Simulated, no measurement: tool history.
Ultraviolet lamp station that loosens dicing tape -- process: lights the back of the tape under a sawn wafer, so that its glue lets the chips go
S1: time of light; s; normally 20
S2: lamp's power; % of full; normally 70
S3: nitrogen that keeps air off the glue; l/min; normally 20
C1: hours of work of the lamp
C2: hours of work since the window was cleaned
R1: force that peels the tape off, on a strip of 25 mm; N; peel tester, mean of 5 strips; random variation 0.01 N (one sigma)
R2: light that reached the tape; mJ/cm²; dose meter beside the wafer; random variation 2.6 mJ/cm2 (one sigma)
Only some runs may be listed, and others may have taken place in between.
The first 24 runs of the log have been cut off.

run 25 hour=304.5 | S1=40 S2=70 S3=8 | C1=295 C2=90 | R1=0.310 R2=583
run 26 hour=314.8 | S1=19 S2=70 S3=21 | C1=302 C2=97 | R1=0.737 R2=276
run 27 hour=331.3 | S1=31 S2=70 S3=6 | C1=314 C2=108 | R1=0.847 R2=448
run 28 hour=341.9 | S1=14 S2=95 S3=24 | C1=321 C2=116 | R1=0.686 R2=275
run 29 hour=349.9 | S1=30 S2=70 S3=32 | C1=326 C2=121 | R1=0.172 R2=433
run 30 hour=361.6 | S1=30 S2=61 S3=9 | C1=335 C2=129 | R1=0.867 R2=376
run 31 hour=371.0 | S1=27 S2=76 S3=9 | C1=341 C2=136 | R1=0.671 R2=409
run 32 hour=381.9 | S1=27 S2=76 S3=9 | C1=349 C2=143 | R1=0.673 R2=416
run 33 hour=389.1 | S1=20 S2=70 S3=10 | C1=354 C2=148 | R1=1.372 R2=280
run 34 hour=403.2 | S1=13 S2=88 S3=10 | C1=363 C2=158 | R1=2.003 R2=221
run 35 hour=412.0 | S1=20 S2=88 S3=7 | C1=369 C2=164 | R1=1.252 R2=352
run 36 hour=426.4 | S1=16 S2=61 S3=39 | C1=379 C2=174 | R1=0.999 R2=194
run 37 hour=437.9 | S1=19 S2=61 S3=39 | C1=387 C2=182 | R1=0.690 R2=228
run 38 hour=446.8 | S1=22 S2=76 S3=39 | C1=393 C2=188 | R1=0.267 R2=326
run 39 hour=457.7 | S1=20 S2=85 S3=16 | C1=401 C2=196 | R1=0.637 R2=329
run 40 hour=469.7 | S1=20 S2=85 S3=16 | C1=409 C2=204 | R1=0.666 R2=331
run 41 hour=485.2 | S1=28 S2=61 S3=16 | C1=420 C2=215 | R1=0.618 R2=324
run 42 hour=500.1 | S1=15 S2=68 S3=7 | C1=430 C2=225 | R1=3.067 R2=196

Below are 4 alternative next runs, each starting from the tool's condition after run 42. Predict each:
run A hour=507.8 | S1=16 S2=68 S3=7 | C1=436 C2=230 | R1=? R2=?
run B hour=507.8 | S1=20 S2=70 S3=17 | C1=436 C2=230 | R1=? R2=?
run C hour=507.8 | S1=29 S2=65 S3=9 | C1=436 C2=230 | R1=? R2=?
run D hour=507.8 | S1=37 S2=70 S3=26 | C1=436 C2=230 | R1=? R2=?

run=A R1=2.787 R2=204
run=B R1=1.007 R2=266
run=C R1=0.949 R2=360
run=D R1=0.153 R2=486
Had the tool no hidden state, the same runs would have come out as:
run=A R1=1.963 R2=263
run=B R1=0.561 R2=342
run=C R1=0.522 R2=462
run=D R1=0.116 R2=626
